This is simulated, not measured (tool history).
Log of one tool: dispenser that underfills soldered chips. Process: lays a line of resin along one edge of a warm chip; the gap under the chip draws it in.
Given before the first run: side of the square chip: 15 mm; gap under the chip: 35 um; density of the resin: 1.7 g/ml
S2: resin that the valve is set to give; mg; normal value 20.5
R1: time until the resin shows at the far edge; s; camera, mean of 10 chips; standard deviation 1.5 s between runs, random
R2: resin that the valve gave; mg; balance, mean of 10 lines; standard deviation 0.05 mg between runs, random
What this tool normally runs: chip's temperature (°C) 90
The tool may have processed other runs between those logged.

Run 1, hour 0.0: usual settings. Result: R1 182.9 s, R2 20.62 mg.
Run 2, hour 3.7: usual settings but chip's temperature (°C) 77. Result: R1 313.8 s, R2 20.52 mg.
Run 3, hour 7.3: usual settings but chip's temperature (°C) 100. Result: R1 168.8 s, R2 20.48 mg.
At hour 12.0: new syringe of resin.
Run 4, hour 12.1: usual settings but chip's temperature (°C) 104. Result: R1 102.0 s, R2 20.51 mg.
Run 5, hour 15.2: usual settings but chip's temperature (°C) 104. Result: R1 109.8 s, R2 20.41 mg.
Run 6, hour 18.0: usual settings but chip's temperature (°C) 104. Result: R1 119.1 s, R2 20.50 mg.
Run 7, hour 23.0: usual settings but chip's temperature (°C) 104. Result: R1 139.6 s, R2 20.45 mg.
Run 8, hour 28.1: usual settings but chip's temperature (°C) 104. Result: R1 160.5 s, R2 20.36 mg.
At hour 30.7: new syringe of resin.
Run 9, hour 32.9: usual settings but S2 26.1 mg. Result: R1 157.8 s, R2 25.72 mg.
Run 10, hour 35.6: usual settings but S2 26.1 mg. Result: R1 171.2 s, R2 25.85 mg.
Run 11, hour 40.8: usual settings but S2 17.8 mg. Result: R1 207.6 s, R2 17.56 mg.
Run 12, hour 44.2: usual settings but S2 17.8 mg. Result: R1 232.5 s, R2 17.52 mg.
Run 13, hour 48.0: usual settings but S2 17.8 mg. Result: R1 257.9 s, R2 17.54 mg.
At hour 49.2: new syringe of resin.
Run 14, hour 51.0: usual settings. Result: R1 163.3 s, R2 20.09 mg.
Run 15, hour 56.6: usual settings. Result: R1 187.3 s, R2 20.13 mg.
Run 16, hour 61.0: usual settings but chip's temperature (°C) 89. Result: R1 222.0 s, R2 20.02 mg.
Run 17, hour 66.8: usual settings but chip's temperature (°C) 93. Result: R1 233.7 s, R2 19.98 mg.
At hour 67.9: new syringe of resin.
Run 18, hour 71.3: usual settings. Result: R1 170.7 s, R2 19.96 mg.
Run 19, hour 75.7: usual settings but S2 26.7 mg. Result: R1 188.8 s, R2 25.92 mg.
Run 20, hour 78.3: usual settings but chip's temperature (°C) 95, S2 18.5 mg. Result: R1 182.6 s, R2 17.95 mg.
Run 21, hour 82.9: usual settings but chip's temperature (°C) 95, S2 18.5 mg. Result: R1 208.2 s, R2 17.89 mg.
At hour 86.5: new syringe of resin.
Run 22, hour 87.3: usual settings but chip's temperature (°C) 84, S2 17.6 mg. Result: R1 195.7 s, R2 17.01 mg.
Run 23, hour 92.4: usual settings but chip's temperature (°C) 94, S2 18.9 mg. Result: R1 166.2 s, R2 18.24 mg.
At hour 93.8: dispensing valve cleaned and set on the balance.
Run 24, hour 97.0: usual settings but chip's temperature (°C) 94, S2 18.9 mg. Result: R1 182.5 s, R2 18.82 mg.
Run 25, hour 102.6: usual settings but chip's temperature (°C) 94, S2 18.9 mg. Result: R1 212.7 s, R2 18.75 mg.
At hour 106.2: new syringe of resin.
Run 26, hour 108.2: usual settings but chip's temperature (°C) 94, S2 18.9 mg. Result: R1 144.7 s, R2 18.76 mg.
Run 27, hour 111.4: usual settings but chip's temperature (°C) 94, S2 18.9 mg. Result: R1 158.9 s, R2 18.75 mg.
Run 28, hour 116.3: usual settings but chip's temperature (°C) 101, S2 18.9 mg. Result: R1 155.4 s, R2 18.77 mg.
Run 29, hour 119.9: usual settings but chip's temperature (°C) 104, S2 18.2 mg. Result: R1 158.2 s, R2 17.96 mg.
Run 30, hour 122.8: usual settings but S2 24.2 mg. Result: R1 245.0 s, R2 23.77 mg.
At hour 124.6: new syringe of resin.
Run 31, hour 128.4: usual settings but chip's temperature (°C) 79, S2 24.0 mg. Result: R1 237.5 s, R2 23.59 mg.
Run 32, hour 131.6: usual settings but S2 22.6 mg. Result: R1 189.8 s, R2 22.22 mg.
Run 33, hour 135.0: usual settings but S2 22.6 mg. Result: R1 209.4 s, R2 22.26 mg.
Run 34, hour 139.8: usual settings but chip's temperature (°C) 96, S2 25.7 mg. Result: R1 196.0 s, R2 25.26 mg.
At hour 143.2: new syringe of resin.
Run 35, hour 144.8: usual settings but S2 19.8 mg. Result: R1 160.6 s, R2 19.42 mg.
Run 36, hour 149.1: usual settings but chip's temperature (°C) 88. Result: R1 191.2 s, R2 20.04 mg.

For some of the steps in R1 from one run to the next: how much would appear even if the tool had no hidden state, given the settings, what came in and random variation, and how much remains for the hidden state plus any gauge scatter that the measured result and the result without hidden state don't share?
The tool's hidden condition here consists of: resin's viscosity, % of fresh resin's; dose that the valve gives, % of what is set; true chip temperature over the reading, C; drift of the gauge itself on fill_s, %; drift of the gauge itself on given_mg, %.
Run 1 -> 2: chip's temperature (°C) 90 -> 77. R1 +130.9 s: hidden state +50.0, all else +80.9.
Run 2 -> 3: chip's temperature (°C) 77 -> 100. R1 -145.0 s: hidden state -26.2, all else -118.8.
Run 13 -> 14: S2 17.8 -> 20.5, new syringe of resin. R1 -94.6 s: hidden state -92.1, all else -2.5.
Run 17 -> 18: chip's temperature (°C) 93 -> 90, new syringe of resin. R1 -63.0 s: hidden state -76.2, all else +13.2.
Run 21 -> 22: chip's temperature (°C) 95 -> 84, S2 18.5 -> 17.6, new syringe of resin. R1 -12.5 s: hidden state -68.9, all else +56.4.
